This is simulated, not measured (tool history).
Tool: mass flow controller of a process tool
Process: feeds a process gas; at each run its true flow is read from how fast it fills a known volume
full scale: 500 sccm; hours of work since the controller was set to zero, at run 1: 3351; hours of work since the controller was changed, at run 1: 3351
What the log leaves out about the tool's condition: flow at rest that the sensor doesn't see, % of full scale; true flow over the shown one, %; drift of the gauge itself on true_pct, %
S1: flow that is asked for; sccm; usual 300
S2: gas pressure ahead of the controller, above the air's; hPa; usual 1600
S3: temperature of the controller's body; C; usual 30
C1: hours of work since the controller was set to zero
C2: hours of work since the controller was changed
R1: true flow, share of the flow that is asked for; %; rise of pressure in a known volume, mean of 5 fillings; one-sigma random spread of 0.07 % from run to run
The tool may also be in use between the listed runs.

{"run": 1, "day": 0.0, "S1": 300, "S2": 1600, "S3": 30, "C1": 3351, "C2": 3351, "R1": 97.08}
{"run": 2, "day": 8.433, "S1": 300, "S2": 1600, "S3": 30, "C1": 3451, "C2": 3451, "R1": 97.17}
{"run": 3, "day": 15.062, "S1": 300, "S2": 1600, "S3": 30, "C1": 3530, "C2": 3530, "R1": 96.9}
{"run": 4, "day": 21.179, "S1": 300, "S2": 1600, "S3": 30, "C1": 3602, "C2": 3602, "R1": 97.03}
{"run": 5, "day": 26.025, "S1": 300, "S2": 1600, "S3": 39, "C1": 3659, "C2": 3659, "R1": 96.44}
{"run": 6, "day": 30.442, "S1": 300, "S2": 1600, "S3": 39, "C1": 3712, "C2": 3712, "R1": 96.5}
{"run": 7, "day": 36.071, "S1": 300, "S2": 1600, "S3": 26, "C1": 3778, "C2": 3778, "R1": 97.19}
{"run": 8, "day": 42.6, "S1": 300, "S2": 1600, "S3": 27, "C1": 3855, "C2": 3855, "R1": 97.13}
{"run": 9, "day": 48.575, "S1": 300, "S2": 1600, "S3": 27, "C1": 3926, "C2": 3926, "R1": 97.02}
{"run": 10, "day": 54.546, "S1": 300, "S2": 1600, "S3": 32, "C1": 3997, "C2": 3997, "R1": 96.78}
{"run": 11, "day": 60.912, "S1": 300, "S2": 1990, "S3": 30, "C1": 4072, "C2": 4072, "R1": 96.9}
{"run": 12, "day": 65.462, "S1": 300, "S2": 1990, "S3": 30, "C1": 4126, "C2": 4126, "R1": 96.99}
{"run": 13, "day": 72.154, "S1": 300, "S2": 1990, "S3": 30, "C1": 4205, "C2": 4205, "R1": 96.96}
{"run": 14, "day": 78.629, "S1": 199, "S2": 1990, "S3": 30, "C1": 4282, "C2": 4282, "R1": 96.01}
{"run": 15, "day": 87.104, "S1": 199, "S2": 1990, "S3": 30, "C1": 4382, "C2": 4382, "R1": 95.98}
{"run": 16, "day": 93.654, "S1": 300, "S2": 1600, "S3": 30, "C1": 4460, "C2": 4460, "R1": 96.73}
{"run": 17, "day": 99.283, "S1": 300, "S2": 1600, "S3": 30, "C1": 4526, "C2": 4526, "R1": 96.62}
{"run": 18, "day": 103.85, "S1": 300, "S2": 1600, "S3": 28, "C1": 4580, "C2": 4580, "R1": 96.79}
{"run": 19, "day": 107.7, "S1": 300, "S2": 1600, "S3": 28, "C1": 4626, "C2": 4626, "R1": 96.76}
{"run": 20, "day": 113.05, "S1": 351, "S2": 1510, "S3": 30, "C1": 4689, "C2": 4689, "R1": 97}
{"run": 21, "day": 116.554, "S1": 308, "S2": 1440, "S3": 33, "C1": 4731, "C2": 4731, "R1": 96.4}
{"run": 22, "day": 124.067, "S1": 308, "S2": 1440, "S3": 33, "C1": 4819, "C2": 4819, "R1": 96.43}
{"run": 23, "day": 127.858, "S1": 308, "S2": 1440, "S3": 33, "C1": 4864, "C2": 4864, "R1": 96.5}
{"run": 24, "day": 131.425, "S1": 308, "S2": 1440, "S3": 21, "C1": 4907, "C2": 4907, "R1": 97.11}
{"run": 25, "day": 135.675, "S1": 308, "S2": 1440, "S3": 21, "C1": 4957, "C2": 4957, "R1": 97.17}
{"run": 26, "day": 143.362, "S1": 308, "S2": 1640, "S3": 35, "C1": 5048, "C2": 5048, "R1": 96.36}

For run 27, what comes out?
{"run": 27, "day": 151.362, "S1": 96, "S2": 1970, "S3": 38, "C1": 5142, "C2": 5142, "R1": "?"}

{"run 27": {"R1": 93.81}}
Without the tool's hidden state the same run would have given R1 96.71 %.
